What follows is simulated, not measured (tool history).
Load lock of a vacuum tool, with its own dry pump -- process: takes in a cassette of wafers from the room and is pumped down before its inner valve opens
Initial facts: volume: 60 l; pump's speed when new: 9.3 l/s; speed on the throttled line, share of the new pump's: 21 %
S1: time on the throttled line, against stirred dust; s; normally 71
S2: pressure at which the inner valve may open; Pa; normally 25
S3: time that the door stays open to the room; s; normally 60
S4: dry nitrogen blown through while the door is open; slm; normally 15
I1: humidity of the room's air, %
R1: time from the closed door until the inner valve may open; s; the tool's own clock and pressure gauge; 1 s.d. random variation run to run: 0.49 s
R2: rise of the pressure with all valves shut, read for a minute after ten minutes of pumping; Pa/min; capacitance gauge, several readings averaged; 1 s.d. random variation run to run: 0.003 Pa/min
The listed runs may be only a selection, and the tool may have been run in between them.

Run 1, hour 0.0: usual settings; I1 44.4. Result: R1 110.5 s, R2 0.465 Pa/min.
Run 2, hour 105.6: usual settings but S3 234 s; I1 46.2. Result: R1 109.5 s, R2 0.535 Pa/min.
Run 3, hour 228.9: usual settings but S3 234 s; I1 46.7. Result: R1 110.4 s, R2 0.550 Pa/min.
At hour 352.7: door's seal changed, seat wiped.
Run 4, hour 432.9: usual settings but S3 234 s; I1 43.5. Result: R1 110.1 s, R2 0.088 Pa/min.
Run 5, hour 567.2: usual settings but S4 26 slm; I1 44.2. Result: R1 110.4 s, R2 0.029 Pa/min.
Run 6, hour 770.6: usual settings but S4 26 slm; I1 47.9. Result: R1 110.8 s, R2 0.030 Pa/min.
Run 7, hour 888.0: usual settings but S4 26 slm; I1 47.7. Result: R1 110.3 s, R2 0.038 Pa/min.
Run 8, hour 1068.1: usual settings but S4 26 slm; I1 45.4. Result: R1 109.4 s, R2 0.041 Pa/min.
Run 9, hour 1190.2: usual settings but S4 26 slm; I1 51.2. Result: R1 110.2 s, R2 0.053 Pa/min.
Run 10, hour 1334.0: usual settings; I1 41.9. Result: R1 110.8 s, R2 0.059 Pa/min.
Run 11, hour 1486.5: usual settings but S2 45 Pa; I1 46.3. Result: R1 107.3 s, R2 0.063 Pa/min.
Run 12, hour 1600.3: usual settings but S2 45 Pa; I1 43.2. Result: R1 106.7 s, R2 0.064 Pa/min.
Run 13, hour 1717.1: usual settings but S4 7 slm; I1 43.6. Result: R1 110.8 s, R2 0.084 Pa/min.
Run 14, hour 1903.1: usual settings but S1 68 s, S3 64 s; I1 44.9. Result: R1 108.8 s, R2 0.079 Pa/min.
Run 15, hour 1990.2: usual settings but S1 108 s, S2 43 Pa, S3 78 s, S4 8 slm; I1 41.9. Result: R1 136.3 s, R2 0.099 Pa/min.
Run 16, hour 2172.4: usual settings but S1 111 s, S2 35 Pa, S3 35 s; I1 44.4. Result: R1 138.9 s, R2 0.074 Pa/min.
Run 17, hour 2257.0: usual settings but S4 5 slm; I1 42.7. Result: R1 110.9 s, R2 0.107 Pa/min.
Run 18, hour 2461.4: usual settings but S4 5 slm; I1 39.6. Result: R1 110.4 s, R2 0.114 Pa/min.
Run 19, hour 2618.7: usual settings but S4 5 slm; I1 44.9. Result: R1 111.0 s, R2 0.125 Pa/min.
Run 20, hour 2792.2: usual settings but S3 27 s, S4 7 slm; I1 48.3. Result: R1 112.0 s, R2 0.105 Pa/min.
Run 21, hour 2946.0: usual settings but S1 69 s, S3 27 s, S4 7 slm; I1 43.9. Result: R1 110.4 s, R2 0.117 Pa/min.
Run 22, hour 3066.8: usual settings but S1 69 s, S3 27 s, S4 7 slm; I1 46.6. Result: R1 109.9 s, R2 0.125 Pa/min.
Run 23, hour 3265.7: usual settings but S1 69 s, S3 37 s; I1 43.9. Result: R1 110.0 s, R2 0.127 Pa/min.
Run 24, hour 3447.7: usual settings but S1 69 s, S3 37 s; I1 42.3. Result: R1 110.2 s, R2 0.140 Pa/min.

Hidden state or all else? Some run-to-run changes of R1, split into what the settings, what came in and random variation would give without the hidden state, and what is left for the hidden state (with any gauge scatter that isn't in both results):
Hidden state present: pump's speed, % of a new pump's; leak at the door's seal, Pa l/s; drift of the gauge itself on ready_s, %; drift of the gauge itself on rise_pa_min, %.
Run 14 -> 15: S1 68 -> 108, S2 25 -> 43, S3 64 -> 78, S4 15 -> 8. R1 +27.5 s: hidden state -0.3, all else +27.8.
Run 16 -> 17: S1 111 -> 71, S2 35 -> 25, S3 35 -> 60, S4 15 -> 5. R1 -28.0 s: hidden state +0.4, all else -28.4.

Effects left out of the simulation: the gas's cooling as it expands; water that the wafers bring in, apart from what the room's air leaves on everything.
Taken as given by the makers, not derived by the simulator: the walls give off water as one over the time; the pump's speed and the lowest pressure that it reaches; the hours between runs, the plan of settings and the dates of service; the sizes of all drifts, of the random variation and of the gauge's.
